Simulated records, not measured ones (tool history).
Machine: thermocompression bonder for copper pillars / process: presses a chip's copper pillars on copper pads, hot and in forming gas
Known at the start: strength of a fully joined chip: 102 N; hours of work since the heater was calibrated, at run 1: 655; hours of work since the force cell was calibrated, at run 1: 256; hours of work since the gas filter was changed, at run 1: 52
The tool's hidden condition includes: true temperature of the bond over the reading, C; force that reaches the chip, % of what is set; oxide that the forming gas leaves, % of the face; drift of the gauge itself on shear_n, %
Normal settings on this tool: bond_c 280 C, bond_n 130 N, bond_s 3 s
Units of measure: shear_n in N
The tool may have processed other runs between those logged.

run,hour,bond_c,bond_n,bond_s,hours of work since the heater was calibrated,hours of work since the force cell was calibrated,hours of work since the gas filter was changed,shear_n
1,0.0,280,130,3,655,256,52,44.7
2,12.3,280,130,3,662,263,59,44.7
3,28.0,280,130,3,671,272,68,44.5
4,38.5,277,130,3,677,278,74,43.3
5,48.1,277,130,3,682,283,80,42.7
6,62.0,277,130,3,690,291,87,42.5
7,78.6,277,130,3,699,300,97,42.6
8,89.7,280,130,3,706,307,103,43.2
9,100.8,280,96,4,712,313,109,40.3
10,115.6,280,96,4,720,321,118,40.1
11,126.5,280,148,2,726,327,124,39.8
# hour 140.0: forming gas filter changed
12,140.5,287,138,2,734,335,0,44.4
13,148.2,270,130,3,738,339,5,42.7
14,161.8,298,170,3,746,347,12,61.3
15,174.1,298,170,3,753,354,19,61.2
16,181.9,298,170,3,757,358,24,61.2

Take each entry between the runs: how does the hidden state at the last listed run before it differ from the hidden state at the first listed run after it?
Run 11 -> run 12: forming gas filter changed (hour 140.0)
  oxide that the forming gas leaves, % of the face: 8.85 -> 0.63
  what was measured, less what the result would be without the hidden state, shear_n: -1.1 -> +2.5 N
